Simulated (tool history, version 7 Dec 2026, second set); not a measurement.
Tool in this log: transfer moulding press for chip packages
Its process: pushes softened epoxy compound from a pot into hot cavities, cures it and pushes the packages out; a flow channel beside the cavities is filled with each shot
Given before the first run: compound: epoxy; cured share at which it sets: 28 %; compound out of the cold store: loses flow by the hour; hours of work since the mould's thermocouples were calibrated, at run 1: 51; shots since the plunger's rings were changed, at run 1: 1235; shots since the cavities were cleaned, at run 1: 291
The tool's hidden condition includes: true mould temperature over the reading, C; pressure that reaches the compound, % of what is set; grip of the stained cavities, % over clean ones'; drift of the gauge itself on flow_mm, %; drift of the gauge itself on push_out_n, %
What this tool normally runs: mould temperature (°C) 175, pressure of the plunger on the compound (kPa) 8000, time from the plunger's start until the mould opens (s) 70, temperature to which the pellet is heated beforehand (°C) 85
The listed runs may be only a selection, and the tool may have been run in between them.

run   hour  mould temperature (°C)  pressure of the plunger on the compound (kPa)  time from the plunger's start until the mould opens (s)  temperature to which the pellet is heated beforehand (°C)  hours of work since the mould's thermocouples were calibrated  shots since the plunger's rings were changed  shots since the cavities were cleaned  incoming compound's hours out of the cold store  length that the compound runs in the flow channel (mm)  greatest force on the pins that push the packages out (N)
  1    0.0                     175                                           8000                                                       70                                                         85                                                             51                                          1235                                    291                                             19.1                                                     981                                                        523
  2    9.4                     175                                           8000                                                       70                                                         85                                                             56                                          1365                                    421                                             18.0                                                     988                                                        516
  3   14.5                     175                                           8000                                                       70                                                         85                                                             59                                          1436                                    492                                             21.4                                                     966                                                        533
      25.8  -- cavities cleaned with cleaning compound and waxed
  4   26.9                     175                                           8000                                                       70                                                         85                                                             64                                          1587                                     14                                             41.0                                                     861                                                        487
  5   34.4                     175                                           8000                                                       70                                                         85                                                             68                                          1692                                    119                                             16.3                                                     995                                                        519
  6   43.2                     175                                           8000                                                       51                                                         85                                                             73                                          1814                                    241                                             25.2                                                     949                                                        988
  7   53.0                     175                                           8000                                                       51                                                         85                                                             78                                          1950                                    377                                             40.2                                                     873                                                        909
  8   60.4                     170                                           8000                                                       51                                                         85                                                             82                                          2053                                    480                                             25.4                                                     945                                                       1344
  9   70.1                     170                                           8000                                                       51                                                         85                                                             88                                          2187                                    614                                             44.0                                                     865                                                       1192
      73.1  -- cavities cleaned with cleaning compound and waxed
 10   84.1                     175                                           8470                                                       70                                                         85                                                             94                                          2362                                    153                                              8.9                                                    1081                                                        510
 11   95.8                     175                                           8470                                                       70                                                         85                                                            101                                          2523                                    314                                             27.4                                                     982                                                        515
 12  107.0                     175                                           8470                                                       70                                                         80                                                            107                                          2678                                    469                                             10.4                                                    1078                                                        519
 13  116.1                     175                                           8470                                                       70                                                         80                                                            112                                          2806                                    597                                             33.9                                                     921                                                        501
     120.3  -- cavities cleaned with cleaning compound and waxed
 14  128.2                     175                                           8470                                                       70                                                         80                                                            117                                          2953                                    110                                             46.8                                                     871                                                        483

What will run 15 give?
 15  134.3                     176                                           6600                                                       70                                                         80                                                            121                                          3037                                    194                                             42.7                                                       ?                                                          ?

length that the compound runs in the flow channel (mm): 777
greatest force on the pins that push the packages out (N): 494
On a tool with no hidden condition, and with the same random variation, this run would have come out at length that the compound runs in the flow channel (mm) 779, greatest force on the pins that push the packages out (N) 490.

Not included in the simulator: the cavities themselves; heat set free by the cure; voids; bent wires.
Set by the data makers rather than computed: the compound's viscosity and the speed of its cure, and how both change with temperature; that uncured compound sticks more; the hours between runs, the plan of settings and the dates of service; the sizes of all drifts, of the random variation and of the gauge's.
